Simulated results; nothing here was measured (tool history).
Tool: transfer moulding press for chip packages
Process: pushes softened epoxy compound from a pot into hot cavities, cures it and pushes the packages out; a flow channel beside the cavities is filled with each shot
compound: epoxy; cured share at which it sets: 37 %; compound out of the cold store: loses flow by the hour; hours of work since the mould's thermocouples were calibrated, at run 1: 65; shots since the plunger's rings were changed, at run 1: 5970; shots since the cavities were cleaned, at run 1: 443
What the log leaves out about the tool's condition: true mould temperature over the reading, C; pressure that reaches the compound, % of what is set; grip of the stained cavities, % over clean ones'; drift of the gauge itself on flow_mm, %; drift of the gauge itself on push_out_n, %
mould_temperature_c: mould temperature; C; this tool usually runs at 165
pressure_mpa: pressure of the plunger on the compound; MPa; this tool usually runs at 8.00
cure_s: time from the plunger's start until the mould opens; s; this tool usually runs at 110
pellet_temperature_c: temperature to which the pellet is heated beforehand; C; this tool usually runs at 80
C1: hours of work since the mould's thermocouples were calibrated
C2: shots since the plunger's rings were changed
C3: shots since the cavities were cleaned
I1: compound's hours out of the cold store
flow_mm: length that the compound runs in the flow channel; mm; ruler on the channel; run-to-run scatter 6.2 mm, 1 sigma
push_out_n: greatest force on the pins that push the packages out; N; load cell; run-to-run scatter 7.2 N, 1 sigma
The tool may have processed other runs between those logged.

Run 1, hour 0.0: usual settings; C1 65; C2 5970; C3 443; I1 8.8. Result: flow_mm 654 mm, push_out_n 504 N.
Run 2, hour 8.0: usual settings but pressure_mpa 7.25 MPa; C1 69; C2 6040; C3 513; I1 34.9. Result: flow_mm 535 mm, push_out_n 495 N.
Run 3, hour 14.3: usual settings but pressure_mpa 7.25 MPa; C1 72; C2 6095; C3 568; I1 15.0. Result: flow_mm 614 mm, push_out_n 523 N.
Run 4, hour 19.4: usual settings but pressure_mpa 7.25 MPa; C1 75; C2 6140; C3 613; I1 47.8. Result: flow_mm 511 mm, push_out_n 519 N.
Run 5, hour 26.1: usual settings but pressure_mpa 7.25 MPa; C1 78; C2 6198; C3 671; I1 15.1. Result: flow_mm 608 mm, push_out_n 525 N.
Run 6, hour 34.9: usual settings but pressure_mpa 7.25 MPa; C1 83; C2 6276; C3 749; I1 20.0. Result: flow_mm 583 mm, push_out_n 570 N.
Run 7, hour 42.8: usual settings but cure_s 121 s; C1 87; C2 6345; C3 818; I1 43.1. Result: flow_mm 539 mm, push_out_n 524 N.
Run 8, hour 51.1: usual settings but cure_s 121 s; C1 91; C2 6418; C3 891; I1 41.2. Result: flow_mm 562 mm, push_out_n 535 N.
Run 9, hour 55.5: usual settings but mould_temperature_c 166 C, cure_s 135 s; C1 94; C2 6456; C3 929; I1 8.5. Result: flow_mm 654 mm, push_out_n 559 N.
At hour 62.6: cavities cleaned with cleaning compound and waxed.
Run 10, hour 64.8: usual settings but mould_temperature_c 166 C, cure_s 103 s, pellet_temperature_c 89 C; C1 98; C2 6525; C3 20; I1 21.4. Result: flow_mm 598 mm, push_out_n 319 N.
At hour 73.1: plunger's sealing rings changed.
Run 11, hour 74.5: usual settings but mould_temperature_c 172 C, pressure_mpa 9.07 MPa, pellet_temperature_c 87 C; C1 101; C2 12; C3 83; I1 28.9. Result: flow_mm 671 mm, push_out_n 321 N.
Run 12, hour 83.6: usual settings but mould_temperature_c 158 C, pressure_mpa 9.07 MPa, pellet_temperature_c 83 C; C1 106; C2 92; C3 163; I1 25.6. Result: flow_mm 721 mm, push_out_n 487 N.
Run 13, hour 89.2: usual settings but mould_temperature_c 158 C, pressure_mpa 6.24 MPa, pellet_temperature_c 75 C; C1 109; C2 141; C3 212; I1 43.5. Result: flow_mm 549 mm, push_out_n 540 N.
Run 14, hour 93.6: usual settings but pressure_mpa 6.07 MPa, cure_s 94 s, pellet_temperature_c 89 C; C1 111; C2 180; C3 251; I1 20.7. Result: flow_mm 585 mm, push_out_n 504 N.
Run 15, hour 100.3: usual settings but mould_temperature_c 161 C, pressure_mpa 8.12 MPa, cure_s 112 s, pellet_temperature_c 87 C; C1 115; C2 238; C3 309; I1 24.2. Result: flow_mm 672 mm, push_out_n 491 N.

Forecast each of these 4 alternatives for the next run:
Run A, hour 105.6: usual settings but mould_temperature_c 170 C, pellet_temperature_c 84 C; C1 118; C2 285; C3 356; I1 24.0. Result: flow_mm ?, push_out_n ?.
Run B, hour 105.6: usual settings but mould_temperature_c 159 C, pressure_mpa 8.12 MPa, cure_s 112 s, pellet_temperature_c 87 C; C1 118; C2 285; C3 356; I1 21.4. Result: flow_mm ?, push_out_n ?.
Run C, hour 105.6: usual settings but pressure_mpa 8.82 MPa, cure_s 107 s, pellet_temperature_c 75 C; C1 118; C2 285; C3 356; I1 44.8. Result: flow_mm ?, push_out_n ?.
Run D, hour 105.6: usual settings but mould_temperature_c 167 C, pressure_mpa 8.12 MPa, cure_s 112 s, pellet_temperature_c 87 C; C1 118; C2 285; C3 356; I1 35.7. Result: flow_mm ?, push_out_n ?.

run  flow_mm  push_out_n
  A      640         435
  B      691         560
  C      617         469
  D      609         449
Take away the tool's hidden state, keep each run's random variation, and the runs would have read:
run  flow_mm  push_out_n
  A      642         277
  B      693         354
  C      619         299
  D      612         290
